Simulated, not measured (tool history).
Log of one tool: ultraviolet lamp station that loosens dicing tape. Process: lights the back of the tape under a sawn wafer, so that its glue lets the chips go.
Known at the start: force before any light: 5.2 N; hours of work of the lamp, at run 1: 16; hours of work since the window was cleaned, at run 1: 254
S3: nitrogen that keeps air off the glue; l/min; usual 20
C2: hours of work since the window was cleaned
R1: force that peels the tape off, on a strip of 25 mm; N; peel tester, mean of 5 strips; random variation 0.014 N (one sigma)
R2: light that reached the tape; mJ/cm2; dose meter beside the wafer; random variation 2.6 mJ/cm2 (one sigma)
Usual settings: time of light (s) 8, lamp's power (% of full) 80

{"run": 1, "day": 0.0, "time of light (s)": 8, "lamp's power (% of full)": 80, "S3": 20, "hours of work of the lamp": 16, "C2": 254, "R1": 0.853, "R2": 282}
{"run": 2, "day": 0.458, "time of light (s)": 8, "lamp's power (% of full)": 80, "S3": 20, "hours of work of the lamp": 21, "C2": 259, "R1": 0.846, "R2": 283}
{"run": 3, "day": 0.908, "time of light (s)": 8, "lamp's power (% of full)": 80, "S3": 20, "hours of work of the lamp": 26, "C2": 264, "R1": 0.859, "R2": 282}
{"run": 4, "day": 1.175, "time of light (s)": 12, "lamp's power (% of full)": 80, "S3": 20, "hours of work of the lamp": 29, "C2": 267, "R1": 0.402, "R2": 422}
{"run": 5, "day": 1.479, "time of light (s)": 9, "lamp's power (% of full)": 80, "S3": 20, "hours of work of the lamp": 32, "C2": 270, "R1": 0.695, "R2": 313}
{"run": 6, "day": 1.921, "time of light (s)": 9, "lamp's power (% of full)": 80, "S3": 20, "hours of work of the lamp": 37, "C2": 275, "R1": 0.72, "R2": 313}
{"run": 7, "day": 2.467, "time of light (s)": 8, "lamp's power (% of full)": 80, "S3": 14, "hours of work of the lamp": 43, "C2": 281, "R1": 0.956, "R2": 282}
{"run": 8, "day": 2.9, "time of light (s)": 8, "lamp's power (% of full)": 80, "S3": 14, "hours of work of the lamp": 48, "C2": 286, "R1": 0.978, "R2": 276}
{"run": 9, "day": 3.304, "time of light (s)": 8, "lamp's power (% of full)": 80, "S3": 14, "hours of work of the lamp": 53, "C2": 291, "R1": 0.973, "R2": 279}
{"run": 10, "day": 3.671, "time of light (s)": 8, "lamp's power (% of full)": 80, "S3": 14, "hours of work of the lamp": 57, "C2": 295, "R1": 0.941, "R2": 278}
{"run": 11, "day": 4.042, "time of light (s)": 6, "lamp's power (% of full)": 90, "S3": 27, "hours of work of the lamp": 61, "C2": 299, "R1": 1.035, "R2": 231}
{"run": 12, "day": 4.304, "time of light (s)": 7, "lamp's power (% of full)": 63, "S3": 20, "hours of work of the lamp": 64, "C2": 302, "R1": 1.426, "R2": 189}
{"run": 13, "day": 4.671, "time of light (s)": 8, "lamp's power (% of full)": 62, "S3": 33, "hours of work of the lamp": 68, "C2": 306, "R1": 1.137, "R2": 215}
{"run": 14, "day": 5.029, "time of light (s)": 12, "lamp's power (% of full)": 78, "S3": 20, "hours of work of the lamp": 72, "C2": 310, "R1": 0.439, "R2": 402}
{"run": 15, "day": 5.4, "time of light (s)": 4, "lamp's power (% of full)": 82, "S3": 8, "hours of work of the lamp": 76, "C2": 314, "R1": 2.379, "R2": 140}
{"run": 16, "day": 5.925, "time of light (s)": 8, "lamp's power (% of full)": 69, "S3": 30, "hours of work of the lamp": 82, "C2": 320, "R1": 1.003, "R2": 238}
{"run": 17, "day": 6.4, "time of light (s)": 8, "lamp's power (% of full)": 69, "S3": 30, "hours of work of the lamp": 87, "C2": 326, "R1": 0.997, "R2": 233}
{"run": 18, "day": 6.954, "time of light (s)": 8, "lamp's power (% of full)": 88, "S3": 19, "hours of work of the lamp": 93, "C2": 332, "R1": 0.791, "R2": 297}
{"run": 19, "day": 7.254, "time of light (s)": 4, "lamp's power (% of full)": 64, "S3": 13, "hours of work of the lamp": 97, "C2": 335, "R1": 2.7, "R2": 104}

Forecast run 20:
{"run": 20, "day": 7.542, "time of light (s)": 4, "lamp's power (% of full)": 64, "S3": 13, "hours of work of the lamp": 100, "C2": 338, "R1": "?", "R2": "?"}

Run 20 gave R1 2.782 N, R2 106 mJ/cm2.
Without the tool's hidden state the same run would have given R1 2.434 N, R2 127 mJ/cm2.
